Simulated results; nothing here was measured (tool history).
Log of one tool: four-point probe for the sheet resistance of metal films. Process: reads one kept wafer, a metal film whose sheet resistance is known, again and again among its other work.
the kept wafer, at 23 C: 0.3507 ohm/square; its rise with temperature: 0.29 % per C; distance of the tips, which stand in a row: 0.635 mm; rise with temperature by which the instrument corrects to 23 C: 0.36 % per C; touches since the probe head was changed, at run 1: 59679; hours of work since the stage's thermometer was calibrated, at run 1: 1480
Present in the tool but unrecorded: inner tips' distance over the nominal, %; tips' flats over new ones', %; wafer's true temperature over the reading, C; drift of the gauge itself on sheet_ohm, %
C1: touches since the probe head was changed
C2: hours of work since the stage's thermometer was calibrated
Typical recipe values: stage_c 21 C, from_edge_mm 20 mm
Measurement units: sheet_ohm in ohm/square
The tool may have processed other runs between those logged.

run 1 hour=0.0 | stage_c=21 from_edge_mm=20 | C1=59679 C2=1480 | sheet_ohm=0.350919
run 2 hour=105.5 | stage_c=21 from_edge_mm=20 | C1=61717 C2=1545 | sheet_ohm=0.350958
run 3 hour=233.0 | stage_c=21 from_edge_mm=20 | C1=64176 C2=1623 | sheet_ohm=0.350783
run 4 hour=313.4 | stage_c=19 from_edge_mm=20 | C1=65730 C2=1672 | sheet_ohm=0.351459
-- hour=338.1 stage's thermometer calibrated
run 5 hour=386.9 | stage_c=21 from_edge_mm=20 | C1=67138 C2=30 | sheet_ohm=0.351172
run 6 hour=502.8 | stage_c=21 from_edge_mm=13 | C1=69375 C2=101 | sheet_ohm=0.351481
run 7 hour=563.4 | stage_c=21 from_edge_mm=13 | C1=70545 C2=138 | sheet_ohm=0.351514
run 8 hour=690.8 | stage_c=21 from_edge_mm=13 | C1=73005 C2=215 | sheet_ohm=0.351437
run 9 hour=791.7 | stage_c=21 from_edge_mm=13 | C1=74952 C2=277 | sheet_ohm=0.351455
run 10 hour=872.9 | stage_c=23 from_edge_mm=20 | C1=76520 C2=327 | sheet_ohm=0.350766
run 11 hour=931.9 | stage_c=21 from_edge_mm=20 | C1=77659 C2=363 | sheet_ohm=0.351266
run 12 hour=1007.2 | stage_c=21 from_edge_mm=20 | C1=79112 C2=409 | sheet_ohm=0.351397
run 13 hour=1125.5 | stage_c=27 from_edge_mm=4 | C1=81396 C2=481 | sheet_ohm=0.354314
run 14 hour=1181.0 | stage_c=27 from_edge_mm=6 | C1=82467 C2=515 | sheet_ohm=0.351892
run 15 hour=1235.1 | stage_c=21 from_edge_mm=22 | C1=83511 C2=548 | sheet_ohm=0.351344
run 16 hour=1326.9 | stage_c=24 from_edge_mm=38 | C1=85283 C2=604 | sheet_ohm=0.350521
run 17 hour=1411.1 | stage_c=24 from_edge_mm=21 | C1=86909 C2=656 | sheet_ohm=0.350703
run 18 hour=1500.0 | stage_c=22 from_edge_mm=3 | C1=88624 C2=710 | sheet_ohm=0.359356
run 19 hour=1598.6 | stage_c=21 from_edge_mm=20 | C1=90528 C2=770 | sheet_ohm=0.351445
run 20 hour=1705.8 | stage_c=21 from_edge_mm=20 | C1=92598 C2=836 | sheet_ohm=0.351576
run 21 hour=1788.5 | stage_c=30 from_edge_mm=15 | C1=94194 C2=886 | sheet_ohm=0.349555
run 22 hour=1849.5 | stage_c=28 from_edge_mm=16 | C1=95373 C2=923 | sheet_ohm=0.350057
run 23 hour=1968.6 | stage_c=28 from_edge_mm=5 | C1=97671 C2=996 | sheet_ohm=0.352752
run 24 hour=2061.9 | stage_c=26 from_edge_mm=12 | C1=99472 C2=1053 | sheet_ohm=0.350876

Same runs, no hidden state in the tool, same run-to-run variation:
run=1 sheet_ohm=0.351462
run=2 sheet_ohm=0.351466
run=3 sheet_ohm=0.351248
run=4 sheet_ohm=0.351900
run=5 sheet_ohm=0.351439
run=6 sheet_ohm=0.351705
run=7 sheet_ohm=0.351719
run=8 sheet_ohm=0.351600
run=9 sheet_ohm=0.351583
run=10 sheet_ohm=0.350868
run=11 sheet_ohm=0.351346
run=12 sheet_ohm=0.351451
run=13 sheet_ohm=0.354326
run=14 sheet_ohm=0.351884
run=15 sheet_ohm=0.351319
run=16 sheet_ohm=0.350465
run=17 sheet_ohm=0.350618
run=18 sheet_ohm=0.359239
run=19 sheet_ohm=0.351301
run=20 sheet_ohm=0.351393
run=21 sheet_ohm=0.349344
run=22 sheet_ohm=0.349823
run=23 sheet_ohm=0.352477
run=24 sheet_ohm=0.350571
